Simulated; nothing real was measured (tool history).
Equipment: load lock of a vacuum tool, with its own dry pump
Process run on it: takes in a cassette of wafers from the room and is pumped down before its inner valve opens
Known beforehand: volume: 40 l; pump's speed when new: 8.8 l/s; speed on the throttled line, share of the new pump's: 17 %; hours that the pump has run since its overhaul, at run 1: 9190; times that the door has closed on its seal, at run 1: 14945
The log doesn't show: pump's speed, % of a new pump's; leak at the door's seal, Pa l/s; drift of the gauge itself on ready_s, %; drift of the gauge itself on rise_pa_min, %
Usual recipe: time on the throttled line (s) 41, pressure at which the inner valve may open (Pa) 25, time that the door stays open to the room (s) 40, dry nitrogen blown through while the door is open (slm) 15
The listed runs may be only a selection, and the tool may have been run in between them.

run,hour,time on the throttled line (s),pressure at which the inner valve may open (Pa),time that the door stays open to the room (s),dry nitrogen blown through while the door is open (slm),hours that the pump has run since its overhaul,times that the door has closed on its seal,"incoming humidity of the room's air, %",time from the closed door until the inner valve may open (s),rise of the pressure with all valves shut (Pa/min)
1,0.0,41,25,40,15,9190,14945,46.6,71.9,0.017
2,411.9,41,25,40,15,9602,16867,45.5,71.9,0.020
3,625.9,41,25,40,15,9816,17865,41.5,71.6,0.019
4,1074.0,41,25,40,15,10264,19956,45.9,71.7,0.021
5,1524.1,41,25,40,15,10714,22056,46.4,71.7,0.018
6,1948.3,41,25,40,15,11139,24034,46.0,72.9,0.025
7,2242.9,41,25,40,15,11433,25409,43.2,72.1,0.026
8,2688.5,41,25,40,15,11879,27488,43.6,72.1,0.018
9,2880.4,41,25,40,15,12071,28383,44.9,72.7,0.021
10,3218.3,41,25,40,27,12409,29959,48.7,72.2,0.012
11,3504.8,41,25,40,5,12695,31296,44.3,71.4,0.029
12,3818.7,41,25,40,15,13009,32760,47.9,70.9,0.024
13,4073.3,41,25,40,15,13264,33948,45.2,72.2,0.026
14,4337.5,41,25,40,15,13528,35180,44.8,72.5,0.022
15,4733.7,74,22,46,8,13924,37028,47.9,100.6,0.033
16,4950.4,48,44,155,14,14141,38040,44.0,75.5,0.048
17,5273.8,21,33,150,35,14464,39548,43.6,53.8,0.032
18,5705.9,37,25,40,15,14896,41564,45.2,69.2,0.023
19,6135.2,37,25,40,15,15326,43567,42.0,68.0,0.019
20,6576.8,41,25,48,14,15767,45627,41.3,72.0,0.030
21,6904.4,41,25,48,14,16095,47155,44.8,72.5,0.022
22,7343.8,41,26,48,8,16534,49205,46.3,72.2,0.032
23,7721.4,40,25,40,30,16912,50966,45.1,71.6,0.021
24,8162.8,41,25,45,15,17353,53026,48.4,73.0,0.025
25,8398.7,21,26,123,34,17589,54126,43.7,55.1,0.028
# hour 8428.9: dry pump taken out, an overhauled one fitted
26,8744.2,28,18,118,37,315,55710,43.8,62.7,0.032

What if the next run were any one of these 5? Each begins from the tool's condition after run 26:
A,8963.0,41,31,40,15,534,56731,42.9,?,?
B,8963.0,25,29,86,15,534,56731,49.8,?,?
C,8963.0,28,18,84,37,534,56731,48.0,?,?
D,8963.0,21,25,162,15,534,56731,44.1,?,?
E,8963.0,28,19,239,37,534,56731,44.1,?,?

run,time from the closed door until the inner valve may open (s),rise of the pressure with all valves shut (Pa/min)
A,70.5,0.023
B,58.4,0.040
C,62.5,0.025
D,55.3,0.053
E,62.8,0.045
The same runs, with their run-to-run variation unchanged, on a tool lacking any hidden condition would have given:
run,time from the closed door until the inner valve may open (s),rise of the pressure with all valves shut (Pa/min)
A,70.5,0.022
B,58.4,0.039
C,62.5,0.024
D,55.3,0.052
E,62.8,0.044
